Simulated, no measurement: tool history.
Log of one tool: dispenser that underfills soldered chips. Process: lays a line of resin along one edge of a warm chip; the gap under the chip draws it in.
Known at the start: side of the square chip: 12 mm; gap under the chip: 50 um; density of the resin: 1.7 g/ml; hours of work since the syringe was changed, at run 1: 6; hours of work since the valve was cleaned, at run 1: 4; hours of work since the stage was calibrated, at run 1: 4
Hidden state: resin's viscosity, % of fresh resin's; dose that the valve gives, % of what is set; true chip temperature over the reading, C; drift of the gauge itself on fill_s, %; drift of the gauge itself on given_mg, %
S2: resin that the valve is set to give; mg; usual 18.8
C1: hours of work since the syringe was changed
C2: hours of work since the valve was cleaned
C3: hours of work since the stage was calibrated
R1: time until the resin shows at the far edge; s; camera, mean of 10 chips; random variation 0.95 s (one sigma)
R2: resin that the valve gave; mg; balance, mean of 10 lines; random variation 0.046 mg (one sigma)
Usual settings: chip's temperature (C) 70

{"run": 1, "day": 0.0, "chip's temperature (C)": 70, "S2": 18.8, "C1": 6, "C2": 4, "C3": 4, "R1": 116.7, "R2": 18.73}
{"day": 0.196, "done": "new syringe of resin"}
{"run": 2, "day": 0.279, "chip's temperature (C)": 70, "S2": 18.8, "C1": 1, "C2": 8, "C3": 8, "R1": 97.2, "R2": 18.73}
{"run": 3, "day": 0.608, "chip's temperature (C)": 70, "S2": 18.8, "C1": 7, "C2": 14, "C3": 14, "R1": 128.9, "R2": 18.63}
{"day": 0.7, "done": "new syringe of resin"}
{"run": 4, "day": 1.088, "chip's temperature (C)": 70, "S2": 16.0, "C1": 7, "C2": 23, "C3": 23, "R1": 125.8, "R2": 15.68}
{"day": 1.196, "done": "new syringe of resin"}
{"run": 5, "day": 1.371, "chip's temperature (C)": 70, "S2": 20.5, "C1": 3, "C2": 28, "C3": 28, "R1": 100.4, "R2": 20.02}
{"day": 1.721, "done": "new syringe of resin"}
{"run": 6, "day": 1.838, "chip's temperature (C)": 70, "S2": 20.5, "C1": 2, "C2": 36, "C3": 36, "R1": 99.4, "R2": 19.89}
{"run": 7, "day": 2.175, "chip's temperature (C)": 68, "S2": 18.8, "C1": 8, "C2": 42, "C3": 42, "R1": 144.3, "R2": 18.07}
{"day": 2.221, "done": "new syringe of resin"}
{"run": 8, "day": 2.417, "chip's temperature (C)": 71, "S2": 18.8, "C1": 4, "C2": 46, "C3": 46, "R1": 103.6, "R2": 18.03}
{"day": 2.746, "done": "new syringe of resin"}
{"run": 9, "day": 2.825, "chip's temperature (C)": 71, "S2": 18.8, "C1": 1, "C2": 53, "C3": 53, "R1": 93.0, "R2": 17.97}
{"day": 3.242, "done": "new syringe of resin"}
{"day": 3.308, "done": "dispensing valve cleaned and set on the balance"}
{"run": 10, "day": 3.346, "chip's temperature (C)": 70, "S2": 18.8, "C1": 1, "C2": 1, "C3": 61, "R1": 93.0, "R2": 18.85}
{"day": 3.8, "done": "new syringe of resin"}
{"run": 11, "day": 3.829, "chip's temperature (C)": 70, "S2": 18.8, "C1": 1, "C2": 9, "C3": 70, "R1": 91.0, "R2": 18.62}
{"run": 12, "day": 4.038, "chip's temperature (C)": 70, "S2": 18.8, "C1": 4, "C2": 13, "C3": 73, "R1": 106.7, "R2": 18.66}
{"day": 4.296, "done": "new syringe of resin"}
{"run": 13, "day": 4.433, "chip's temperature (C)": 70, "S2": 18.8, "C1": 2, "C2": 20, "C3": 80, "R1": 95.5, "R2": 18.55}
{"day": 4.821, "done": "new syringe of resin"}
{"run": 14, "day": 4.871, "chip's temperature (C)": 70, "S2": 18.8, "C1": 1, "C2": 27, "C3": 88, "R1": 91.9, "R2": 18.42}
{"run": 15, "day": 5.129, "chip's temperature (C)": 70, "S2": 18.8, "C1": 5, "C2": 32, "C3": 93, "R1": 111.0, "R2": 18.25}
{"day": 5.338, "done": "new syringe of resin"}
{"run": 16, "day": 5.45, "chip's temperature (C)": 70, "S2": 18.8, "C1": 2, "C2": 37, "C3": 98, "R1": 96.3, "R2": 18.18}
{"run": 17, "day": 5.725, "chip's temperature (C)": 80, "S2": 18.8, "C1": 7, "C2": 42, "C3": 103, "R1": 78.6, "R2": 18.16}
{"day": 5.842, "done": "new syringe of resin"}
{"run": 18, "day": 6.183, "chip's temperature (C)": 56, "S2": 18.4, "C1": 6, "C2": 50, "C3": 111, "R1": 215.9, "R2": 17.59}
{"day": 6.342, "done": "new syringe of resin"}
{"run": 19, "day": 6.404, "chip's temperature (C)": 56, "S2": 18.4, "C1": 1, "C2": 54, "C3": 115, "R1": 174.2, "R2": 17.59}
{"run": 20, "day": 6.729, "chip's temperature (C)": 73, "S2": 20.3, "C1": 7, "C2": 60, "C3": 120, "R1": 104.0, "R2": 19.22}
{"day": 6.812, "done": "dispensing valve cleaned and set on the balance"}
{"day": 6.892, "done": "new syringe of resin"}
{"run": 21, "day": 7.25, "chip's temperature (C)": 73, "S2": 20.3, "C1": 6, "C2": 8, "C3": 129, "R1": 100.6, "R2": 20.21}
{"day": 7.404, "done": "new syringe of resin"}
{"run": 22, "day": 7.721, "chip's temperature (C)": 68, "S2": 20.9, "C1": 6, "C2": 16, "C3": 137, "R1": 121.3, "R2": 20.6}
{"day": 7.912, "done": "new syringe of resin"}
{"run": 23, "day": 7.954, "chip's temperature (C)": 84, "S2": 17.9, "C1": 1, "C2": 20, "C3": 141, "R1": 50.7, "R2": 17.62}
{"run": 24, "day": 8.204, "chip's temperature (C)": 84, "S2": 17.9, "C1": 5, "C2": 24, "C3": 145, "R1": 62.4, "R2": 17.47}
{"day": 8.429, "done": "new syringe of resin"}
{"run": 25, "day": 8.429, "chip's temperature (C)": 84, "S2": 17.9, "C1": 0, "C2": 28, "C3": 149, "R1": 48.5, "R2": 17.41}
{"run": 26, "day": 8.771, "chip's temperature (C)": 56, "S2": 18.3, "C1": 6, "C2": 34, "C3": 155, "R1": 208.6, "R2": 17.68}
{"day": 8.946, "done": "new syringe of resin"}
{"run": 27, "day": 9.025, "chip's temperature (C)": 55, "S2": 22.0, "C1": 1, "C2": 38, "C3": 160, "R1": 173.4, "R2": 21.24}
{"run": 28, "day": 9.392, "chip's temperature (C)": 77, "S2": 20.2, "C1": 8, "C2": 45, "C3": 166, "R1": 89.4, "R2": 19.39}
{"day": 9.471, "done": "new syringe of resin"}
{"run": 29, "day": 9.654, "chip's temperature (C)": 77, "S2": 20.2, "C1": 3, "C2": 50, "C3": 171, "R1": 73.5, "R2": 19.33}
{"run": 30, "day": 9.9, "chip's temperature (C)": 65, "S2": 22.7, "C1": 8, "C2": 54, "C3": 175, "R1": 149.8, "R2": 21.61}
{"day": 9.967, "done": "new syringe of resin"}
{"day": 10.325, "done": "dispensing valve cleaned and set on the balance"}
{"run": 31, "day": 10.388, "chip's temperature (C)": 65, "S2": 22.7, "C1": 7, "C2": 1, "C3": 183, "R1": 139.4, "R2": 22.68}
{"day": 10.517, "done": "new syringe of resin"}
{"run": 32, "day": 10.7, "chip's temperature (C)": 77, "S2": 16.3, "C1": 3, "C2": 6, "C3": 188, "R1": 77.3, "R2": 16.07}
{"run": 33, "day": 10.938, "chip's temperature (C)": 59, "S2": 17.0, "C1": 8, "C2": 11, "C3": 193, "R1": 200.1, "R2": 16.85}

Hidden state or all else? Some run-to-run changes of R1, split into what the settings, what came in and random variation would give without the hidden state, and what is left for the hidden state (with any gauge scatter that isn't in both results):
Run 17 -> 18: chip's temperature (C) 80 -> 56, S2 18.8 -> 18.4, new syringe of resin. R1 +137.3 s: hidden state +26.1, all else +111.2.
Run 18 -> 19: new syringe of resin. R1 -41.7 s: hidden state -41.8, all else +0.1.
Run 25 -> 26: chip's temperature (C) 84 -> 56, S2 17.9 -> 18.3. R1 +160.1 s: hidden state +42.8, all else +117.3.
Run 32 -> 33: chip's temperature (C) 77 -> 59, S2 16.3 -> 17.0. R1 +122.8 s: hidden state +42.1, all else +80.7.
